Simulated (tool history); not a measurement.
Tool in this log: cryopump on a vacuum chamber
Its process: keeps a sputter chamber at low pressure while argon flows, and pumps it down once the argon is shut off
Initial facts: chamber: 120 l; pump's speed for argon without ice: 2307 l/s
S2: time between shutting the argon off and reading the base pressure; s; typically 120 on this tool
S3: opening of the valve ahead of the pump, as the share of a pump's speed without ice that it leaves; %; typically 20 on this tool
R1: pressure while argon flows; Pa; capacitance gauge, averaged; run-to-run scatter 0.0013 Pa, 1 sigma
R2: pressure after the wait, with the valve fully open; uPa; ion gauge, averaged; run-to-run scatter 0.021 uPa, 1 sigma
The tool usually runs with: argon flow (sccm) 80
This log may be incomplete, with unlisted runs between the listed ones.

Run 1, hour 0: usual settings. Result: R1 0.3045 Pa, R2 0.96 uPa.
Run 2, hour 56.5: usual settings. Result: R1 0.3061 Pa, R2 1 uPa.
Run 3, hour 86.4: usual settings but S2 67 s. Result: R1 0.3052 Pa, R2 1.29 uPa.
Run 4, hour 133: usual settings but S2 232 s. Result: R1 0.3066 Pa, R2 0.84 uPa.
Run 5, hour 185: usual settings but S2 232 s. Result: R1 0.3054 Pa, R2 0.86 uPa.
Run 6, hour 238.2: usual settings but argon flow (sccm) 46. Result: R1 0.178 Pa, R2 1.02 uPa.
Run 7, hour 289.6: usual settings but argon flow (sccm) 46. Result: R1 0.1783 Pa, R2 1.07 uPa.
Run 8, hour 317.6: usual settings but argon flow (sccm) 46. Result: R1 0.1779 Pa, R2 1.07 uPa.
Run 9, hour 373.6: usual settings but argon flow (sccm) 43. Result: R1 0.1664 Pa, R2 1.14 uPa.
At hour 386.8: pump warmed up, emptied and cooled again.
Run 10, hour 408.8: usual settings but argon flow (sccm) 43. Result: R1 0.1574 Pa, R2 0.98 uPa.
Run 11, hour 454.8: usual settings but argon flow (sccm) 43. Result: R1 0.1582 Pa, R2 1 uPa.
Run 12, hour 482.2: usual settings but argon flow (sccm) 43. Result: R1 0.1575 Pa, R2 0.97 uPa.
Run 13, hour 527.6: usual settings. Result: R1 0.2941 Pa, R2 0.97 uPa.
Run 14, hour 553.7: usual settings. Result: R1 0.296 Pa, R2 1.07 uPa.
Run 15, hour 577.9: usual settings but S2 259 s, S3 50 %. Result: R1 0.1194 Pa, R2 0.77 uPa.
Run 16, hour 629.5: usual settings but S2 259 s, S3 50 %. Result: R1 0.1204 Pa, R2 0.82 uPa.
Run 17, hour 661.1: usual settings but S2 259 s, S3 50 %. Result: R1 0.1219 Pa, R2 0.81 uPa.
Run 18, hour 687: usual settings but argon flow (sccm) 95, S2 77 s, S3 34 %. Result: R1 0.2118 Pa, R2 1.23 uPa.
Run 19, hour 742.4: usual settings but argon flow (sccm) 75, S2 119 s, S3 34 %. Result: R1 0.1679 Pa, R2 1.04 uPa.
Run 20, hour 783.7: usual settings but argon flow (sccm) 75, S2 119 s, S3 34 %. Result: R1 0.1678 Pa, R2 1.13 uPa.
Run 21, hour 823: usual settings but argon flow (sccm) 54, S2 38 s, S3 16 %. Result: R1 0.2501 Pa, R2 1.89 uPa.
Run 22, hour 870.9: usual settings but argon flow (sccm) 56, S3 18 %. Result: R1 0.2345 Pa, R2 1.12 uPa.
Run 23, hour 908.8: usual settings but argon flow (sccm) 82, S2 119 s, S3 18 %. Result: R1 0.341 Pa, R2 1.14 uPa.
Run 24, hour 935.1: usual settings but S2 49 s, S3 17 %. Result: R1 0.3504 Pa, R2 1.73 uPa.
Run 25, hour 992.4: usual settings but S2 49 s, S3 17 %. Result: R1 0.3531 Pa, R2 1.76 uPa.
Run 26, hour 1027.5: usual settings but S2 25 s. Result: R1 0.3007 Pa, R2 2.62 uPa.
Run 27, hour 1065.6: usual settings but argon flow (sccm) 58, S2 33 s, S3 19 %. Result: R1 0.2307 Pa, R2 2.13 uPa.

Branching from run 27: 4 alternative next runs. What would each branch give?
Run A, hour 1091.4: usual settings but argon flow (sccm) 58, S2 61 s, S3 19 %. Result: R1 ?, R2 ?.
Run B, hour 1091.4: usual settings but argon flow (sccm) 59, S3 17 %. Result: R1 ?, R2 ?.
Run C, hour 1091.4: usual settings but argon flow (sccm) 106. Result: R1 ?, R2 ?.
Run D, hour 1091.4: usual settings but argon flow (sccm) 126, S2 24 s. Result: R1 ?, R2 ?.

run      R1    R2
  A    0.23   1.6
  B  0.2629   1.2
  C   0.399  1.19
  D  0.4751  2.82
With the hidden condition removed and each run's random variation left untouched, the same runs would have given:
run      R1    R2
  A  0.2232  0.89
  B  0.2559  0.51
  C  0.3866   0.5
  D  0.4602  2.11

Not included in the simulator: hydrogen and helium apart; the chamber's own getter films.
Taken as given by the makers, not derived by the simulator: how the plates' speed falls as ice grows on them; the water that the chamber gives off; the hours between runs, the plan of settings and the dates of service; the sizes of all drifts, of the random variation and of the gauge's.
